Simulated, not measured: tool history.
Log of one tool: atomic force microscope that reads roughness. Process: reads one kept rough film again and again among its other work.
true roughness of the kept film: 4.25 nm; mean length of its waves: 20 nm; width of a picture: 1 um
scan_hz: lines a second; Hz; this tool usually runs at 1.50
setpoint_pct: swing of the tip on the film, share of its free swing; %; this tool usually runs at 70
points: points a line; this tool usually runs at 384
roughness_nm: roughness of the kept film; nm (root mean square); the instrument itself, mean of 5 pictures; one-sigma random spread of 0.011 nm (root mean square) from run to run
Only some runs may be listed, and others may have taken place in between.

run 1 hour=0.0 | scan_hz=1.50 setpoint_pct=70 points=384 | roughness_nm=2.669
run 2 hour=23.0 | scan_hz=1.50 setpoint_pct=70 points=384 | roughness_nm=2.670
run 3 hour=46.3 | scan_hz=1.50 setpoint_pct=81 points=384 | roughness_nm=2.456
run 4 hour=82.9 | scan_hz=1.50 setpoint_pct=70 points=384 | roughness_nm=2.676
run 5 hour=113.8 | scan_hz=1.50 setpoint_pct=70 points=384 | roughness_nm=2.662
-- hour=125.6 new tip fitted
run 6 hour=149.7 | scan_hz=2.25 setpoint_pct=70 points=384 | roughness_nm=2.565
run 7 hour=167.6 | scan_hz=0.77 setpoint_pct=73 points=439 | roughness_nm=2.788
run 8 hour=195.6 | scan_hz=2.01 setpoint_pct=72 points=439 | roughness_nm=2.575
run 9 hour=227.2 | scan_hz=2.62 setpoint_pct=70 points=384 | roughness_nm=2.495
run 10 hour=247.1 | scan_hz=3.08 setpoint_pct=79 points=278 | roughness_nm=2.183
run 11 hour=270.4 | scan_hz=0.68 setpoint_pct=79 points=869 | roughness_nm=2.783
run 12 hour=302.4 | scan_hz=1.57 setpoint_pct=76 points=869 | roughness_nm=2.590

Alternative continuations, all from the tool just after run 12; predict every row:
run A hour=326.2 | scan_hz=3.38 setpoint_pct=70 points=384 | roughness_nm=?
run B hour=326.2 | scan_hz=2.55 setpoint_pct=76 points=869 | roughness_nm=?
run C hour=326.2 | scan_hz=3.31 setpoint_pct=83 points=384 | roughness_nm=?
run D hour=326.2 | scan_hz=1.50 setpoint_pct=61 points=384 | roughness_nm=?
run E hour=326.2 | scan_hz=2.23 setpoint_pct=89 points=539 | roughness_nm=?

run=A roughness_nm=2.390
run=B roughness_nm=2.390
run=C roughness_nm=2.035
run=D roughness_nm=2.755
run=E roughness_nm=2.124
Had the tool no hidden state, the same runs would have come out as:
run=A roughness_nm=2.401
run=B roughness_nm=2.402
run=C roughness_nm=2.045
run=D roughness_nm=2.768
run=E roughness_nm=2.134

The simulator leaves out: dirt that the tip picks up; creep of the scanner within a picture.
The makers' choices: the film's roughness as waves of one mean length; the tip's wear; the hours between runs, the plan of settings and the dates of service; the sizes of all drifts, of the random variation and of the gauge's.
